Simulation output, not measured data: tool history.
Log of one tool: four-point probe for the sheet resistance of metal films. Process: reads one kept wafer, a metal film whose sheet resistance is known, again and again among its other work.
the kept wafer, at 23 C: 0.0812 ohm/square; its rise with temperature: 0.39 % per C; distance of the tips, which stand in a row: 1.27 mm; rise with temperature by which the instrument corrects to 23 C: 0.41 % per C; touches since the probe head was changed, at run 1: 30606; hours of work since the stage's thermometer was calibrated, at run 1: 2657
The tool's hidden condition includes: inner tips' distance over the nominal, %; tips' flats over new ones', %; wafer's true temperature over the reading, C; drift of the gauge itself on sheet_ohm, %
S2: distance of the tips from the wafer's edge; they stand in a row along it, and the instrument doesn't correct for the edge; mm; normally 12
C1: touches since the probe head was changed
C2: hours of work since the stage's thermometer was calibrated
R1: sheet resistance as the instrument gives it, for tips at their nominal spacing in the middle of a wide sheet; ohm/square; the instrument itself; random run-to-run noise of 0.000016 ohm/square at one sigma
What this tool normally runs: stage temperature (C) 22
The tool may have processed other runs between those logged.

{"run": 1, "day": 0.0, "stage temperature (C)": 22, "S2": 12, "C1": 30606, "C2": 2657, "R1": 0.081576}
{"run": 2, "day": 3.962, "stage temperature (C)": 22, "S2": 12, "C1": 32687, "C2": 2709, "R1": 0.08158}
{"run": 3, "day": 6.538, "stage temperature (C)": 22, "S2": 12, "C1": 34038, "C2": 2742, "R1": 0.081565}
{"run": 4, "day": 10.279, "stage temperature (C)": 22, "S2": 12, "C1": 36003, "C2": 2790, "R1": 0.081553}
{"day": 11.271, "done": "stage's thermometer calibrated"}
{"run": 5, "day": 13.996, "stage temperature (C)": 22, "S2": 12, "C1": 37944, "C2": 35, "R1": 0.081297}
{"run": 6, "day": 17.762, "stage temperature (C)": 22, "S2": 60, "C1": 39922, "C2": 84, "R1": 0.08085}
{"run": 7, "day": 20.854, "stage temperature (C)": 22, "S2": 60, "C1": 41544, "C2": 124, "R1": 0.080846}
{"run": 8, "day": 22.988, "stage temperature (C)": 18, "S2": 12, "C1": 42665, "C2": 152, "R1": 0.081347}
{"run": 9, "day": 25.342, "stage temperature (C)": 25, "S2": 12, "C1": 43901, "C2": 182, "R1": 0.081238}
{"run": 10, "day": 28.517, "stage temperature (C)": 35, "S2": 12, "C1": 45568, "C2": 223, "R1": 0.0811}
{"run": 11, "day": 32.867, "stage temperature (C)": 32, "S2": 12, "C1": 47851, "C2": 280, "R1": 0.081152}
{"run": 12, "day": 37.746, "stage temperature (C)": 32, "S2": 12, "C1": 50414, "C2": 343, "R1": 0.081136}
{"run": 13, "day": 39.979, "stage temperature (C)": 28, "S2": 10, "C1": 51585, "C2": 372, "R1": 0.081408}
{"run": 14, "day": 45.142, "stage temperature (C)": 28, "S2": 10, "C1": 54295, "C2": 439, "R1": 0.08141}
{"run": 15, "day": 47.4, "stage temperature (C)": 22, "S2": 44, "C1": 55482, "C2": 468, "R1": 0.080833}
{"run": 16, "day": 51.017, "stage temperature (C)": 22, "S2": 10, "C1": 57380, "C2": 515, "R1": 0.081489}
{"run": 17, "day": 53.458, "stage temperature (C)": 33, "S2": 5, "C1": 58663, "C2": 547, "R1": 0.083325}
{"run": 18, "day": 57.088, "stage temperature (C)": 33, "S2": 5, "C1": 60567, "C2": 593, "R1": 0.083343}
{"run": 19, "day": 61.754, "stage temperature (C)": 29, "S2": 4, "C1": 63017, "C2": 654, "R1": 0.084847}
{"run": 20, "day": 64.75, "stage temperature (C)": 21, "S2": 4, "C1": 64590, "C2": 693, "R1": 0.084964}
{"run": 21, "day": 68.525, "stage temperature (C)": 21, "S2": 4, "C1": 66572, "C2": 742, "R1": 0.084959}
{"run": 22, "day": 72.929, "stage temperature (C)": 21, "S2": 4, "C1": 68884, "C2": 799, "R1": 0.084999}

Run 23, settings as shown, results not yet in. Your forecast:
{"run": 23, "day": 78.075, "stage temperature (C)": 21, "S2": 4, "C1": 71587, "C2": 865, "R1": "?"}

Run 23 measured R1 0.084975 ohm/square.
With no hidden state in the tool, this same run would have given R1 0.085408 ohm/square.
